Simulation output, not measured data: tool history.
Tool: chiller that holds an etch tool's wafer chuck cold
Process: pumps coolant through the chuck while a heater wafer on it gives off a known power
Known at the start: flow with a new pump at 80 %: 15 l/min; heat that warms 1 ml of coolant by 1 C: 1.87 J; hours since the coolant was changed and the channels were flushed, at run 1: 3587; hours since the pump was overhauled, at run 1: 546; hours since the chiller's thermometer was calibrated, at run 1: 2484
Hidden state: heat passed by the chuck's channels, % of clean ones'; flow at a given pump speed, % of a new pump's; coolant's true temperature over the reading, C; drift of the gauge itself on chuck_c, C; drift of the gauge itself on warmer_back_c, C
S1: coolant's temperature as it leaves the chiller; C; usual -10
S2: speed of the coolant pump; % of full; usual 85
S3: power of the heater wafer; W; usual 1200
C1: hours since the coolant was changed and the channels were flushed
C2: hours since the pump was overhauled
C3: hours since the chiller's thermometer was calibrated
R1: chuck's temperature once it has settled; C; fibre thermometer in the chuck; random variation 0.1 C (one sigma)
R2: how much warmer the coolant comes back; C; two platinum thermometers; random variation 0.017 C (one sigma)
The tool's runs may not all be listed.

run	hour	S1	S2	S3	C1	C2	C3	R1	R2
1	0.0	-10	85	1200	3587	546	2484	-0.4	2.41
2	62.5	-10	85	1200	3650	608	2546	-0.5	2.39
3	103.2	-10	85	676	3691	649	2587	-4.7	1.38
4	142.3	-5	85	1200	3730	688	2626	4.7	2.41
5	187.2	-5	85	1200	3775	733	2671	4.7	2.40
6	246.3	-5	85	1200	3834	792	2730	4.7	2.44
7	295.1	-10	85	1200	3882	841	2779	-0.5	2.40
8	359.8	-10	85	1200	3947	906	2844	-0.5	2.42
9	422.9	-10	85	1404	4010	969	2907	1.1	2.83
10	460.9	-10	85	1404	4048	1007	2945	1.1	2.84
11	498.8	-10	85	1404	4086	1045	2983	1.3	2.87
12	554.1	-10	92	1200	4141	1100	3038	-0.9	2.24
# hour 565.1: chiller's thermometer calibrated
13	631.0	-10	92	1200	4217	1176	66	-1.0	2.25
14	691.2	-10	92	1200	4278	1236	126	-1.1	2.22
15	734.9	-10	92	1200	4321	1280	170	-1.1	2.23
16	785.4	-15	85	1200	4372	1330	220	-5.5	2.41
17	837.6	-19	85	1200	4424	1382	273	-9.4	2.42
18	883.6	-10	85	630	4470	1428	319	-5.0	1.30
19	932.2	-11	77	844	4518	1477	367	-3.8	1.85
20	983.1	-17	77	844	4569	1528	418	-10.0	1.85
21	1020.4	-17	77	844	4607	1565	455	-9.8	1.88
22	1053.0	-17	77	844	4639	1598	488	-9.8	1.90
23	1107.1	-17	77	844	4693	1652	542	-9.8	1.85
24	1147.1	-17	77	844	4733	1692	582	-9.9	1.89

Forecast run 25:
25	1204.5	-17	77	844	4791	1749	639	?	?

R1: -9.7 C
R2: 1.88 C
Without the tool's hidden state the same run would have given R1 -9.7 C, R2 1.88 C.
